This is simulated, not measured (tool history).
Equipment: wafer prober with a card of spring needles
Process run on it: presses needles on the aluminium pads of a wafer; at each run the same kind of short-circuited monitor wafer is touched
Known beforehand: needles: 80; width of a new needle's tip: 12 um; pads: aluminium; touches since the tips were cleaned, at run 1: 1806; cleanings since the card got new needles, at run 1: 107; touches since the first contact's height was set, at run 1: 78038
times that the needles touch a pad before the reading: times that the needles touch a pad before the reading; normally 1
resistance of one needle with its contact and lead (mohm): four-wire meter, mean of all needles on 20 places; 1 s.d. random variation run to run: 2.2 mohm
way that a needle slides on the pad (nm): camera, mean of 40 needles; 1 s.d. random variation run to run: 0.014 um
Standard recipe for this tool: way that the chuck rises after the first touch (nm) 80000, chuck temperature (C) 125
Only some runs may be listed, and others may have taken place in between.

run	day	way that the chuck rises after the first touch (nm)	chuck temperature (C)	times that the needles touch a pad before the reading	touches since the tips were cleaned	cleanings since the card got new needles	touches since the first contact's height was set	resistance of one needle with its contact and lead (mohm)	way that a needle slides on the pad (nm)
1	0.000	80000	125	1	1806	107	78038	265	15350
# day 0.579: tips cleaned on abrasive film
# day 1.492: tips cleaned on abrasive film
# day 2.446: tips cleaned on abrasive film
2	2.921	80000	125	1	2552	110	93720	263	15340
# day 3.279: tips cleaned on abrasive film
# day 4.121: tips cleaned on abrasive film
# day 5.021: tips cleaned on abrasive film
3	5.108	80000	125	1	474	113	105448	254	15290
# day 5.312: height of the first contact set anew
# day 5.892: tips cleaned on abrasive film
# day 6.788: tips cleaned on abrasive film
# day 7.725: tips cleaned on abrasive film
4	8.008	80000	125	1	1529	116	14476	259	15460
# day 8.525: tips cleaned on abrasive film
# day 9.404: tips cleaned on abrasive film
5	9.942	80000	125	1	2896	118	24846	268	15440
# day 10.308: tips cleaned on abrasive film
# day 11.129: tips cleaned on abrasive film
# day 11.925: tips cleaned on abrasive film
6	12.012	80000	125	1	474	121	35936	254	15440
# day 12.733: tips cleaned on abrasive film
# day 13.642: tips cleaned on abrasive film
# day 14.533: tips cleaned on abrasive film
7	14.821	80000	125	1	1549	124	51022	261	15380
# day 15.367: tips cleaned on abrasive film
# day 16.304: tips cleaned on abrasive film
# day 17.188: tips cleaned on abrasive film
8	17.567	80000	125	1	2036	127	65743	262	15350
# day 18.133: tips cleaned on abrasive film
# day 19.054: tips cleaned on abrasive film
# day 19.971: tips cleaned on abrasive film
9	20.383	80000	125	1	2212	130	80868	264	15350
# day 20.771: tips cleaned on abrasive film
# day 21.679: tips cleaned on abrasive film
# day 22.571: tips cleaned on abrasive film
10	22.571	80000	125	1	0	133	92609	254	15320
# day 23.471: tips cleaned on abrasive film
# day 24.275: tips cleaned on abrasive film
11	24.275	80000	125	1	0	135	101738	254	15290
# day 25.171: tips cleaned on abrasive film
# day 25.183: height of the first contact set anew
12	25.692	80000	125	1	2751	136	2751	270	15530
# day 26.071: tips cleaned on abrasive film
# day 26.988: tips cleaned on abrasive film
13	27.679	70000	125	1	3741	138	13417	279	13570
# day 27.854: tips cleaned on abrasive film
# day 28.667: tips cleaned on abrasive film
# day 29.546: tips cleaned on abrasive film
# day 30.383: tips cleaned on abrasive film
14	30.383	80000	125	2	0	142	27908	255	15450
# day 31.238: tips cleaned on abrasive film
# day 32.108: tips cleaned on abrasive film
# day 32.954: tips cleaned on abrasive film
15	33.275	75000	112	2	1732	145	43424	256	14450
# day 33.833: tips cleaned on abrasive film
# day 34.688: tips cleaned on abrasive film
16	34.804	80000	43	1	629	147	51631	232	15410
# day 35.546: tips cleaned on abrasive film
17	36.283	96000	43	3	3987	148	59582	237	18480
# day 36.446: tips cleaned on abrasive film
# day 37.242: tips cleaned on abrasive film
# day 38.008: tips cleaned on abrasive film
18	38.642	96000	31	3	3414	151	72228	234	18460
# day 38.838: tips cleaned on abrasive film
# day 39.738: tips cleaned on abrasive film
19	40.012	76000	125	2	1481	153	79566	259	14560
# day 40.529: tips cleaned on abrasive film
20	41.242	80000	75	1	3839	154	86175	262	15350
# day 41.412: tips cleaned on abrasive film
# day 42.179: tips cleaned on abrasive film
# day 43.029: tips cleaned on abrasive film
# day 43.938: tips cleaned on abrasive film
21	44.146	80000	125	2	1131	158	101740	256	15270
# day 44.758: tips cleaned on abrasive film
# day 44.942: height of the first contact set anew
22	45.479	80000	125	2	3811	159	2892	264	15530
# day 45.608: tips cleaned on abrasive film
# day 46.521: tips cleaned on abrasive film
# day 47.350: tips cleaned on abrasive film
23	47.350	66000	93	1	0	162	12913	251	12770
# day 48.242: tips cleaned on abrasive film
# day 49.125: tips cleaned on abrasive film
24	49.396	80000	70	1	1459	164	23904	248	15460
# day 50.046: tips cleaned on abrasive film
# day 50.925: tips cleaned on abrasive film
25	51.458	78000	70	1	2864	166	34968	257	15050
# day 51.742: tips cleaned on abrasive film
# day 52.696: tips cleaned on abrasive film
# day 53.588: tips cleaned on abrasive film
26	53.592	92000	104	1	14	169	46407	246	17750
# day 54.429: tips cleaned on abrasive film
# day 55.225: tips cleaned on abrasive film
27	55.950	96000	79	1	3901	171	59078	255	18490
# day 56.146: tips cleaned on abrasive film
# day 56.962: tips cleaned on abrasive film
28	57.242	96000	79	1	1518	173	66008	249	18460

5 options for the next run, each taken on its own from the tool as it stands now. Forecast them:
# day 57.767: tips cleaned on abrasive film
# day 58.721: tips cleaned on abrasive film
A	59.450	91000	109	1	3918	175	77849	?	?
# day 57.767: tips cleaned on abrasive film
# day 58.721: tips cleaned on abrasive film
B	59.450	87000	79	1	3918	175	77849	?	?
# day 57.767: tips cleaned on abrasive film
# day 58.721: tips cleaned on abrasive film
C	59.450	84000	125	2	3918	175	77849	?	?
# day 57.767: tips cleaned on abrasive film
# day 58.721: tips cleaned on abrasive film
D	59.450	96000	79	1	3918	175	77849	?	?
# day 57.767: tips cleaned on abrasive film
# day 58.721: tips cleaned on abrasive film
E	59.450	96000	110	2	3918	175	77849	?	?

run	resistance of one needle with its contact and lead (mohm)	way that a needle slides on the pad (nm)
A	266	17470
B	263	16700
C	265	16120
D	255	18430
E	258	18430
With no hidden state in the tool, these same runs would have given:
run	resistance of one needle with its contact and lead (mohm)	way that a needle slides on the pad (nm)
A	244	17640
B	237	16860
C	249	16290
D	234	18590
E	244	18590
